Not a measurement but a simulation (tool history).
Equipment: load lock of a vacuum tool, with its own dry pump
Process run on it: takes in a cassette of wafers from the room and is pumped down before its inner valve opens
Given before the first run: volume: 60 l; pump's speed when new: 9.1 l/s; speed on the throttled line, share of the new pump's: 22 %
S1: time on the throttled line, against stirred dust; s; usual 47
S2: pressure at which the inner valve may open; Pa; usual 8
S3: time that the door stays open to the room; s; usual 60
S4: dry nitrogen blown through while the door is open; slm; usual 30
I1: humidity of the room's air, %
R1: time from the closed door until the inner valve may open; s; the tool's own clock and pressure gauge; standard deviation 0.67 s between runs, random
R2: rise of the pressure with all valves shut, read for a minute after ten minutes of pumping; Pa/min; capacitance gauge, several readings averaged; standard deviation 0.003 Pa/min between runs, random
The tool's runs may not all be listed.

{"run": 1, "hour": 0.0, "S1": 47, "S2": 8, "S3": 60, "S4": 30, "I1": 48.6, "R1": 100.5, "R2": 0.031}
{"run": 2, "hour": 80.0, "S1": 47, "S2": 8, "S3": 60, "S4": 30, "I1": 48.8, "R1": 99.7, "R2": 0.035}
{"run": 3, "hour": 208.9, "S1": 47, "S2": 8, "S3": 60, "S4": 30, "I1": 48.0, "R1": 100.6, "R2": 0.041}
{"run": 4, "hour": 303.9, "S1": 47, "S2": 8, "S3": 60, "S4": 30, "I1": 43.3, "R1": 100.5, "R2": 0.035}
{"run": 5, "hour": 404.3, "S1": 47, "S2": 8, "S3": 60, "S4": 30, "I1": 44.7, "R1": 99.9, "R2": 0.039}
{"run": 6, "hour": 574.2, "S1": 47, "S2": 8, "S3": 60, "S4": 22, "I1": 46.0, "R1": 99.5, "R2": 0.039}
{"run": 7, "hour": 660.5, "S1": 47, "S2": 8, "S3": 60, "S4": 22, "I1": 45.5, "R1": 99.6, "R2": 0.041}
{"run": 8, "hour": 816.5, "S1": 28, "S2": 8, "S3": 60, "S4": 30, "I1": 45.9, "R1": 86.0, "R2": 0.04}
{"run": 9, "hour": 972.2, "S1": 28, "S2": 8, "S3": 60, "S4": 30, "I1": 42.7, "R1": 85.8, "R2": 0.037}
{"run": 10, "hour": 1127.6, "S1": 28, "S2": 8, "S3": 60, "S4": 30, "I1": 42.2, "R1": 85.2, "R2": 0.033}
{"run": 11, "hour": 1275.6, "S1": 28, "S2": 8, "S3": 60, "S4": 30, "I1": 45.9, "R1": 86.2, "R2": 0.044}
{"run": 12, "hour": 1350.7, "S1": 28, "S2": 8, "S3": 60, "S4": 38, "I1": 46.9, "R1": 85.5, "R2": 0.035}
{"run": 13, "hour": 1499.8, "S1": 47, "S2": 8, "S3": 27, "S4": 30, "I1": 45.9, "R1": 101.4, "R2": 0.037}
{"run": 14, "hour": 1657.0, "S1": 47, "S2": 8, "S3": 60, "S4": 30, "I1": 44.2, "R1": 100.8, "R2": 0.044}
{"run": 15, "hour": 1741.0, "S1": 47, "S2": 13, "S3": 60, "S4": 30, "I1": 46.0, "R1": 97.8, "R2": 0.044}
{"run": 16, "hour": 1879.3, "S1": 47, "S2": 13, "S3": 60, "S4": 30, "I1": 42.4, "R1": 96.9, "R2": 0.044}
{"run": 17, "hour": 1965.9, "S1": 47, "S2": 8, "S3": 60, "S4": 30, "I1": 47.7, "R1": 100.1, "R2": 0.045}
{"run": 18, "hour": 2049.5, "S1": 47, "S2": 8, "S3": 60, "S4": 30, "I1": 47.7, "R1": 99.7, "R2": 0.046}
{"run": 19, "hour": 2125.7, "S1": 47, "S2": 8, "S3": 60, "S4": 6, "I1": 49.2, "R1": 99.1, "R2": 0.06}
{"run": 20, "hour": 2290.1, "S1": 47, "S2": 8, "S3": 60, "S4": 6, "I1": 47.6, "R1": 100.3, "R2": 0.058}
{"run": 21, "hour": 2444.3, "S1": 55, "S2": 8, "S3": 69, "S4": 5, "I1": 46.5, "R1": 107.7, "R2": 0.065}
{"run": 22, "hour": 2556.3, "S1": 47, "S2": 8, "S3": 46, "S4": 30, "I1": 44.8, "R1": 101.0, "R2": 0.042}
{"run": 23, "hour": 2659.3, "S1": 47, "S2": 8, "S3": 46, "S4": 30, "I1": 44.8, "R1": 100.2, "R2": 0.044}
{"run": 24, "hour": 2770.6, "S1": 83, "S2": 10, "S3": 46, "S4": 30, "I1": 42.4, "R1": 128.5, "R2": 0.043}
{"run": 25, "hour": 2865.2, "S1": 83, "S2": 10, "S3": 46, "S4": 30, "I1": 41.9, "R1": 127.7, "R2": 0.043}
{"run": 26, "hour": 3028.1, "S1": 83, "S2": 10, "S3": 46, "S4": 30, "I1": 43.8, "R1": 126.9, "R2": 0.04}
{"run": 27, "hour": 3129.5, "S1": 83, "S2": 10, "S3": 46, "S4": 30, "I1": 41.8, "R1": 127.8, "R2": 0.041}
{"run": 28, "hour": 3289.8, "S1": 47, "S2": 9, "S3": 60, "S4": 31, "I1": 44.4, "R1": 100.0, "R2": 0.045}
{"run": 29, "hour": 3363.5, "S1": 47, "S2": 9, "S3": 60, "S4": 31, "I1": 46.0, "R1": 100.1, "R2": 0.05}
{"run": 30, "hour": 3460.2, "S1": 53, "S2": 8, "S3": 60, "S4": 30, "I1": 45.7, "R1": 106.5, "R2": 0.055}
{"run": 31, "hour": 3577.3, "S1": 47, "S2": 8, "S3": 44, "S4": 22, "I1": 45.1, "R1": 102.3, "R2": 0.054}
{"run": 32, "hour": 3702.7, "S1": 47, "S2": 8, "S3": 44, "S4": 20, "I1": 43.1, "R1": 100.8, "R2": 0.047}
{"run": 33, "hour": 3774.4, "S1": 52, "S2": 8, "S3": 60, "S4": 12, "I1": 46.2, "R1": 106.5, "R2": 0.063}
{"run": 34, "hour": 3913.9, "S1": 47, "S2": 8, "S3": 74, "S4": 4, "I1": 43.1, "R1": 101.9, "R2": 0.073}
{"run": 35, "hour": 4020.5, "S1": 47, "S2": 10, "S3": 47, "S4": 30, "I1": 45.2, "R1": 99.8, "R2": 0.057}
{"run": 36, "hour": 4144.0, "S1": 47, "S2": 10, "S3": 47, "S4": 30, "I1": 45.8, "R1": 99.9, "R2": 0.051}

Predict each of these 4 candidate next runs independently; none follows another, all start after run 36:
{"run": "A", "hour": 4229.5, "S1": 47, "S2": 10, "S3": 30, "S4": 30, "I1": 44.1, "R1": "?", "R2": "?"}
{"run": "B", "hour": 4229.5, "S1": 51, "S2": 15, "S3": 70, "S4": 30, "I1": 44.7, "R1": "?", "R2": "?"}
{"run": "C", "hour": 4229.5, "S1": 38, "S2": 11, "S3": 47, "S4": 32, "I1": 48.0, "R1": "?", "R2": "?"}
{"run": "D", "hour": 4229.5, "S1": 47, "S2": 9, "S3": 47, "S4": 19, "I1": 43.2, "R1": "?", "R2": "?"}

run=A R1=99.8 R2=0.044
run=B R1=99.7 R2=0.058
run=C R1=92.4 R2=0.059
run=D R1=100.8 R2=0.058
Stripped of hidden state, with their random variation kept, the same runs would have yielded:
run=A R1=97.6 R2=0.007
run=B R1=97.6 R2=0.021
run=C R1=90.1 R2=0.023
run=D R1=98.5 R2=0.021
